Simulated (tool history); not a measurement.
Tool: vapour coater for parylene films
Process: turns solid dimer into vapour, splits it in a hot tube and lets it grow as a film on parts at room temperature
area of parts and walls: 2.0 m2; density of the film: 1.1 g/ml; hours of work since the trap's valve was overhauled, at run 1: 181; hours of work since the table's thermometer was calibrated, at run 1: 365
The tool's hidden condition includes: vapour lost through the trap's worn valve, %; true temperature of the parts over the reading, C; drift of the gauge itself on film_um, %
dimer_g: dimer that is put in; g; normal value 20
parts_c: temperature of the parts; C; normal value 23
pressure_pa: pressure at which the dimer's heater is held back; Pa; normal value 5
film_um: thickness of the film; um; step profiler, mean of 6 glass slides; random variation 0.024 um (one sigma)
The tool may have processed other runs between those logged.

run,hour,dimer_g,parts_c,pressure_pa,hours of work since the trap's valve was overhauled,hours of work since the table's thermometer was calibrated,film_um
1,0,20,23,5,181,365,6.29
2,29.7,20,23,5,207,391,6.32
3,72.2,20,23,5,244,428,6.27
4,116.4,20,23,5,282,466,6.23
5,149.8,20,23,5,312,496,6.21
6,202.7,20,26,5,358,542,5.77
# hour 212.3: trap's valve overhauled
7,243.7,31,26,5,27,574,9.4
8,268.4,31,26,5,49,596,9.3
9,306.1,19,26,5,82,629,5.72
10,362.7,31,23,5,131,678,9.83
11,403.2,20,23,5,167,713,6.33
12,441.9,20,25,5,200,747,6.02
13,474.7,20,23,5,229,776,6.24
14,515.4,20,23,5,265,811,6.2
15,550.1,20,23,5,295,842,6.23
16,605.4,20,23,5,343,890,6.15
# hour 628.3: trap's valve overhauled
17,640.3,20,23,5,10,917,6.46
18,679.3,20,23,5,45,951,6.39
19,719.9,20,23,5,80,986,6.4
20,762.2,20,23,5,117,1023,6.29
21,788.6,9,23,5,140,1046,2.86
22,843,9,23,5,187,1094,2.82
23,902.2,9,23,5,239,1146,2.81
24,962.6,9,23,5,292,1198,2.78
25,1007.5,19,31,5,331,1238,4.92
# hour 1043.8: trap's valve overhauled
26,1062.4,20,32,3.68,16,1282,5.4
27,1088,20,32,3.68,39,1304,5.32
28,1142.2,20,17,5.29,86,1352,7.22
29,1184.9,20,17,5.29,123,1389,7.17
30,1237.6,24,29,5.29,169,1435,6.6
31,1276.2,24,29,5.29,203,1469,6.55
32,1329.9,20,25,2.77,250,1516,6.22
33,1365.1,8,17,5.83,281,1546,2.79
34,1419.8,19,17,11.25,328,1594,6.23
35,1452.7,19,17,11.25,357,1623,6.19
# hour 1460.6: trap's valve overhauled
36,1505,19,17,11.25,39,1665,6.44
37,1554.5,29,16,9.92,82,1708,10.16
38,1614.1,29,16,9.92,134,1760,10.03
39,1651.6,35,23,5,167,1793,10.96
# hour 1693.3: table's thermometer calibrated
40,1713.1,35,16,5.84,220,17,12.8
41,1743.6,11,17,2.47,246,44,4.17
42,1794.3,11,17,2.47,291,88,4.16
43,1838.2,29,29,3.61,329,127,8.13
44,1867.3,33,19,3.55,354,152,11.49
# hour 1879.2: trap's valve overhauled
45,1911.1,14,16,5,28,187,5.29
46,1948.4,14,18,9.44,60,219,4.82
47,2002.6,14,18,9.44,108,267,4.76

3 options for the next run, each taken on its own from the tool as it stands now. Forecast them:
A,2062.2,11,29,3.39,160,319,?
B,2062.2,18,20,7.81,160,319,?
C,2062.2,20,24,5,160,319,?

run,film_um
A,3.18
B,5.92
C,6.27
With no hidden state in the tool, these same runs would have given:
run,film_um
A,3.24
B,6.03
C,6.39
